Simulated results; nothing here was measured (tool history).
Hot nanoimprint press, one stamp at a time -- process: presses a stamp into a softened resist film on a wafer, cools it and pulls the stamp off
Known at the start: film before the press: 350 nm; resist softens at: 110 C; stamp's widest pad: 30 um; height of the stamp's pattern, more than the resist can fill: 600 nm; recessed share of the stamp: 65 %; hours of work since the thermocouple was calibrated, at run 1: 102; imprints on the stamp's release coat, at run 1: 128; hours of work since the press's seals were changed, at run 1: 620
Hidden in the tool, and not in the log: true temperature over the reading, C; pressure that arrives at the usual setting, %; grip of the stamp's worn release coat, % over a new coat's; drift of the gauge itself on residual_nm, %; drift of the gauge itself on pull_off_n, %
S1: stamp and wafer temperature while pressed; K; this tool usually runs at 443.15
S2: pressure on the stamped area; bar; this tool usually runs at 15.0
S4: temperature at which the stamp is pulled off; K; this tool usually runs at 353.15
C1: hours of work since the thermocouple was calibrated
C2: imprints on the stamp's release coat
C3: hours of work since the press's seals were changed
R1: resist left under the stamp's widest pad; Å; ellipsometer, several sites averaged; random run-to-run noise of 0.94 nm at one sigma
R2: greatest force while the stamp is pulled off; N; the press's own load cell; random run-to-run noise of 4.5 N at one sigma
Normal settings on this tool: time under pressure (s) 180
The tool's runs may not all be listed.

Run 1, hour 0.0: usual settings; C1 102; C2 128; C3 620. Result: R1 1556 Å, R2 220 N.
Run 2, hour 18.0: usual settings but S4 361.15 K; C1 116; C2 210; C3 634. Result: R1 1553 Å, R2 179 N.
Run 3, hour 35.9: usual settings but S4 361.15 K; C1 130; C2 291; C3 648. Result: R1 1567 Å, R2 192 N.
Run 4, hour 57.3: usual settings but S2 13.2 bar; C1 147; C2 388; C3 664. Result: R1 1667 Å, R2 226 N.
Run 5, hour 69.8: usual settings but S2 13.2 bar; C1 156; C2 445; C3 674. Result: R1 1645 Å, R2 222 N.
Run 6, hour 87.9: usual settings but S1 441.15 K; C1 170; C2 527; C3 688. Result: R1 1698 Å, R2 218 N.
Run 7, hour 110.1: usual settings but S4 360.15 K; C1 187; C2 628; C3 705. Result: R1 1556 Å, R2 196 N.
At hour 124.7: stamp cleaned and given a new release coat.
Run 8, hour 134.8: usual settings but S4 360.15 K; C1 202; C2 46; C3 719. Result: R1 1548 Å, R2 201 N.
Run 9, hour 154.5: usual settings; C1 217; C2 135; C3 735. Result: R1 1548 Å, R2 220 N.
Run 10, hour 175.9: usual settings but S4 339.15 K; C1 233; C2 232; C3 751. Result: R1 1548 Å, R2 282 N.
Run 11, hour 196.5: usual settings but S1 448.15 K; C1 249; C2 325; C3 767. Result: R1 1245 Å, R2 215 N.
Run 12, hour 215.2: usual settings but S1 448.15 K; C1 264; C2 410; C3 782. Result: R1 1245 Å, R2 220 N.
Run 13, hour 227.3: usual settings but time under pressure (s) 221; C1 273; C2 465; C3 791. Result: R1 1437 Å, R2 216 N.
Run 14, hour 245.0: usual settings but time under pressure (s) 221; C1 287; C2 545; C3 805. Result: R1 1459 Å, R2 223 N.
At hour 252.1: plate thermocouple calibrated.
Run 15, hour 257.9: usual settings but time under pressure (s) 221; C1 5; C2 590; C3 812. Result: R1 1462 Å, R2 221 N.
At hour 281.2: stamp cleaned and given a new release coat.
Run 16, hour 281.2: usual settings but S2 20.5 bar, time under pressure (s) 121; C1 18; C2 0; C3 826. Result: R1 1545 Å, R2 216 N.
Run 17, hour 304.3: usual settings but S1 452.15 K, S2 14.7 bar, time under pressure (s) 121, S4 359.15 K; C1 36; C2 105; C3 843. Result: R1 1250 Å, R2 200 N.
Run 18, hour 326.5: usual settings but S1 452.15 K, S2 14.7 bar, time under pressure (s) 121, S4 359.15 K; C1 53; C2 206; C3 861. Result: R1 1246 Å, R2 194 N.
Run 19, hour 338.4: usual settings but S1 444.15 K, time under pressure (s) 338; C1 62; C2 260; C3 870. Result: R1 1184 Å, R2 220 N.
Run 20, hour 358.0: usual settings but S1 444.15 K, time under pressure (s) 249; C1 77; C2 349; C3 885. Result: R1 1306 Å, R2 221 N.
Run 21, hour 376.8: usual settings but S1 444.15 K, time under pressure (s) 249; C1 92; C2 434; C3 899. Result: R1 1325 Å, R2 224 N.
Run 22, hour 398.9: usual settings but S1 444.15 K, time under pressure (s) 249; C1 109; C2 534; C3 916. Result: R1 1328 Å, R2 227 N.
Run 23, hour 420.5: usual settings but S1 444.15 K, S2 17.2 bar, time under pressure (s) 249; C1 125; C2 632; C3 933. Result: R1 1240 Å, R2 222 N.
At hour 434.6: stamp cleaned and given a new release coat.
Run 24, hour 447.6: usual settings but S1 441.15 K, S2 17.2 bar, time under pressure (s) 300, S4 360.15 K; C1 142; C2 59; C3 949. Result: R1 1324 Å, R2 199 N.
Run 25, hour 463.3: usual settings but S1 451.15 K, S2 19.8 bar, time under pressure (s) 131, S4 359.15 K; C1 154; C2 130; C3 962. Result: R1 1073 Å, R2 202 N.
Run 26, hour 478.6: usual settings but S1 451.15 K, S2 19.8 bar, time under pressure (s) 131, S4 359.15 K; C1 166; C2 199; C3 973. Result: R1 1069 Å, R2 200 N.
Run 27, hour 494.9: usual settings but S4 352.15 K; C1 178; C2 273; C3 986. Result: R1 1562 Å, R2 225 N.
Run 28, hour 505.5: usual settings but S1 451.15 K, S2 17.8 bar, time under pressure (s) 282; C1 186; C2 321; C3 994. Result: R1 833 Å, R2 214 N.
At hour 525.0: press's hydraulic seals changed and the load cell set to zero.
Run 29, hour 531.5: usual settings but S1 451.15 K, S2 17.8 bar, time under pressure (s) 282; C1 200; C2 403; C3 5. Result: R1 843 Å, R2 217 N.

Hidden state at the last listed run before each entry between runs and at the first one after, where it differs:
Runs 7 to 8: stamp cleaned and given a new release coat (hour 124.7)
  grip of the stamp's worn release coat, % over a new coat's: 0.8 -> 0.1
Runs 14 to 15: plate thermocouple calibrated (hour 252.1)
  true temperature over the reading, C: 0.07 -> 0
Runs 15 to 16: stamp cleaned and given a new release coat (hour 281.2)
  pressure that arrives at the usual setting, %: 99.56 -> 99.55; grip of the stamp's worn release coat, % over a new coat's: 0.7 -> 0
Runs 23 to 24: stamp cleaned and given a new release coat (hour 434.6)
  pressure that arrives at the usual setting, %: 99.5 -> 99.49; grip of the stamp's worn release coat, % over a new coat's: 0.8 -> 0.1
Runs 28 to 29: press's hydraulic seals changed and the load cell set to zero (hour 525.0)
  pressure that arrives at the usual setting, %: 99.46 -> 100.01; grip of the stamp's worn release coat, % over a new coat's: 0.4 -> 0.5
